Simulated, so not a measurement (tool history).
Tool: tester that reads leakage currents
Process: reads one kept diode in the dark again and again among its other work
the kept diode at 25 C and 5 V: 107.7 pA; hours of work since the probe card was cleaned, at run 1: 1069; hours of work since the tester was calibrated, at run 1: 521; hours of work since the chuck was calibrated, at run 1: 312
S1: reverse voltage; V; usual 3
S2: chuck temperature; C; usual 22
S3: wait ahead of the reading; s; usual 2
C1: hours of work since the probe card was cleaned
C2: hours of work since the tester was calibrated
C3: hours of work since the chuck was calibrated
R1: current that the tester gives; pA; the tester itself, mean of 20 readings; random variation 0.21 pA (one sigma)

run    hour     S1  S2    S3    C1    C2    C3      R1
  1       0      3  22     2  1069   521   312   76.42
  2    52.4      3  22     2  1102   554   345   76.54
  3   101.7      3  22     2  1133   585   376   76.96
      180.6  -- probe card cleaned and baked
  4   180.6      3  22     2     0   633   423   69.31
  5   230.4      3  22     2    31   664   455   69.47
  6   303.1      3  22     2    77   709   500   70.11
  7   378.9      3  22     2   124   757   548    70.6
  8   453.6      3  22     2   171   804   594   70.92
  9   514.2  15.18  22     2   209   842   632   138.4
 10     553  15.18  22     2   233   866   657   140.3
 11   623.4  15.18  22     2   278   910   701  142.29
 12   681.6      3  22     2   314   947   737   72.89
 13   762.6      3  41     2   365   997   788  397.49
 14   820.9      3  41     2   401  1034   825  399.15
 15   888.4      3  41     2   444  1076   867  400.21
 16   925.8      3  41     2   467  1100   890  400.81
 17   974.2      3  22     2   497  1130   921    75.7
 18  1031.2   1.01  22     2   533  1166   957    48.8
 19  1080.1      3  22     2   564  1196   987   76.28
 20  1137.1      3  22     2   600  1232  1023   76.66
 21  1179.1   1.43  34     2   626  1259  1049  167.42
 22  1238.9   5.07  22     2   663  1296  1087   97.37
 23  1309.6  14.13  34   9.9   708  1340  1131  422.54
 24  1372.6  14.13  34   9.9   747  1380  1170  425.98
 25  1422.9  14.13  34   9.9   779  1411  1202  423.57
 26  1469.2   2.31  29  0.38   808  1440  1231   133.4
 27  1535.8   1.97  29  0.89   849  1482  1273  125.04
 28  1577.2   1.11  49  1.09   875  1508  1299  544.39
 29  1640.8   1.11  49  1.09   915  1548  1339  545.39
 30  1719.9  10.88  22     2   965  1597  1388  147.05
 31    1788  10.88  22     2  1008  1640  1431  150.07
 32  1838.8  10.88  22     2  1039  1672  1463  150.69
 33    1875   8.94  22   2.9  1062  1695  1485  137.36
 34  1926.1   1.02  22     2  1094  1727  1517   52.16
 35  1959.1   8.71  22  3.63  1115  1747  1538  136.79
     2009.8  -- chuck's temperature calibrated
 36  2012.6   8.71  22  3.63  1147  1780     2  123.73
     2070.7  -- probe card cleaned and baked
 37  2076.6  13.44  30  3.63     4  1818    40   250.8
 38  2142.2   3.87  29  0.32    45  1859    81  144.35
 39    2221   3.87  29  0.32    94  1908   131  145.05
 40  2293.5   3.87  29  0.32   140  1954   176  145.74

How the hidden state differs across the entries between the runs, from the last listed run before each to the first after it:
Between runs 3 and 4: probe card cleaned and baked (hour 180.6)
  stray current of the dirty probe card, pA a volt: 2.785 -> 0.027; current scale over the true one, %: -0.34 -> -0.37; true chuck temperature over the reading, C: 0.33 -> 0.37
  measured less the result without the state, R1: +10.17 -> +2.17 pA
Between runs 35 and 36: chuck's temperature calibrated (hour 2009.8)
  stray current of the dirty probe card, pA a volt: 2.768 -> 2.845; current scale over the true one, %: -0.96 -> -0.97; true chuck temperature over the reading, C: 1.34 -> 0.03
  measured less the result without the state, R1: +36.35 -> +23.64 pA
Between runs 36 and 37: probe card cleaned and baked (hour 2070.7)
  stray current of the dirty probe card, pA a volt: 2.845 -> 0.034; current scale over the true one, %: -0.97 -> -0.99; true chuck temperature over the reading, C: 0.03 -> 0.06
  measured less the result without the state, R1: +23.64 -> -0.87 pA

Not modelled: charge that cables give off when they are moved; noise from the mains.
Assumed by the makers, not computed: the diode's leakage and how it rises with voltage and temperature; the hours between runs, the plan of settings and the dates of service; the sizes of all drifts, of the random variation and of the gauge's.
